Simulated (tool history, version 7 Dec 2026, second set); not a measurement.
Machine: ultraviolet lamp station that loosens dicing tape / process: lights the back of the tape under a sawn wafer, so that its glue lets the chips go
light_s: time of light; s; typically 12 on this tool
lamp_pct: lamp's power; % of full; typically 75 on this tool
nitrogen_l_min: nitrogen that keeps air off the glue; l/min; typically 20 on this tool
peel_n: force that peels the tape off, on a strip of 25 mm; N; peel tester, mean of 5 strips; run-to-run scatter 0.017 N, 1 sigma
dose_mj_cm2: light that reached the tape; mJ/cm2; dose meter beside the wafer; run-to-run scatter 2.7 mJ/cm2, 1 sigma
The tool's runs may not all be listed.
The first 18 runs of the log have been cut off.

run 19 hour=342.6 | light_s=12 lamp_pct=90 nitrogen_l_min=20 | peel_n=0.491 dose_mj_cm2=426
run 20 hour=357.1 | light_s=12 lamp_pct=90 nitrogen_l_min=20 | peel_n=0.481 dose_mj_cm2=427
run 21 hour=384.2 | light_s=12 lamp_pct=98 nitrogen_l_min=20 | peel_n=0.411 dose_mj_cm2=465
run 22 hour=397.4 | light_s=6 lamp_pct=71 nitrogen_l_min=8 | peel_n=3.773 dose_mj_cm2=164
run 23 hour=414.6 | light_s=21 lamp_pct=67 nitrogen_l_min=10 | peel_n=0.408 dose_mj_cm2=553
run 24 hour=435.4 | light_s=21 lamp_pct=79 nitrogen_l_min=10 | peel_n=0.253 dose_mj_cm2=662
run 25 hour=446.9 | light_s=11 lamp_pct=64 nitrogen_l_min=39 | peel_n=1.018 dose_mj_cm2=279
run 26 hour=473 | light_s=11 lamp_pct=64 nitrogen_l_min=39 | peel_n=1.017 dose_mj_cm2=279
run 27 hour=489.8 | light_s=8 lamp_pct=63 nitrogen_l_min=12 | peel_n=2.804 dose_mj_cm2=201
run 28 hour=502.3 | light_s=8 lamp_pct=63 nitrogen_l_min=12 | peel_n=2.731 dose_mj_cm2=201
run 29 hour=529.3 | light_s=8 lamp_pct=63 nitrogen_l_min=12 | peel_n=2.724 dose_mj_cm2=199
run 30 hour=546.9 | light_s=12 lamp_pct=65 nitrogen_l_min=10 | peel_n=1.617 dose_mj_cm2=308
run 31 hour=574.7 | light_s=21 lamp_pct=65 nitrogen_l_min=28 | peel_n=0.213 dose_mj_cm2=543
run 32 hour=588.8 | light_s=19 lamp_pct=75 nitrogen_l_min=6 | peel_n=0.602 dose_mj_cm2=564
run 33 hour=604.1 | light_s=19 lamp_pct=75 nitrogen_l_min=6 | peel_n=0.608 dose_mj_cm2=568
run 34 hour=616 | light_s=19 lamp_pct=75 nitrogen_l_min=6 | peel_n=0.606 dose_mj_cm2=563
run 35 hour=642 | light_s=8 lamp_pct=75 nitrogen_l_min=6 | peel_n=2.888 dose_mj_cm2=237
run 36 hour=661.4 | light_s=8 lamp_pct=79 nitrogen_l_min=11 | peel_n=2.151 dose_mj_cm2=249
run 37 hour=676.4 | light_s=6 lamp_pct=64 nitrogen_l_min=21 | peel_n=3.177 dose_mj_cm2=150
run 38 hour=694.1 | light_s=6 lamp_pct=64 nitrogen_l_min=21 | peel_n=3.097 dose_mj_cm2=154
run 39 hour=706.5 | light_s=8 lamp_pct=83 nitrogen_l_min=21 | peel_n=1.441 dose_mj_cm2=264
run 40 hour=731.1 | light_s=8 lamp_pct=83 nitrogen_l_min=21 | peel_n=1.467 dose_mj_cm2=260
run 41 hour=749.7 | light_s=15 lamp_pct=99 nitrogen_l_min=11 | peel_n=0.326 dose_mj_cm2=589
run 42 hour=776.7 | light_s=6 lamp_pct=67 nitrogen_l_min=7 | peel_n=4.046 dose_mj_cm2=159

Consider 3 possible next runs. They are alternatives, not a sequence: every one starts from the tool as it was left by run 42. What does each give?
run A hour=803.6 | light_s=23 lamp_pct=64 nitrogen_l_min=9 | peel_n=? dose_mj_cm2=?
run B hour=803.6 | light_s=10 lamp_pct=67 nitrogen_l_min=11 | peel_n=? dose_mj_cm2=?
run C hour=803.6 | light_s=16 lamp_pct=95 nitrogen_l_min=26 | peel_n=? dose_mj_cm2=?

run=A peel_n=0.389 dose_mj_cm2=586
run=B peel_n=1.992 dose_mj_cm2=266
run=C peel_n=0.167 dose_mj_cm2=605
Had the tool no hidden state, the same runs would have come out as:
run=A peel_n=0.387 dose_mj_cm2=587
run=B peel_n=1.987 dose_mj_cm2=266
run=C peel_n=0.166 dose_mj_cm2=606
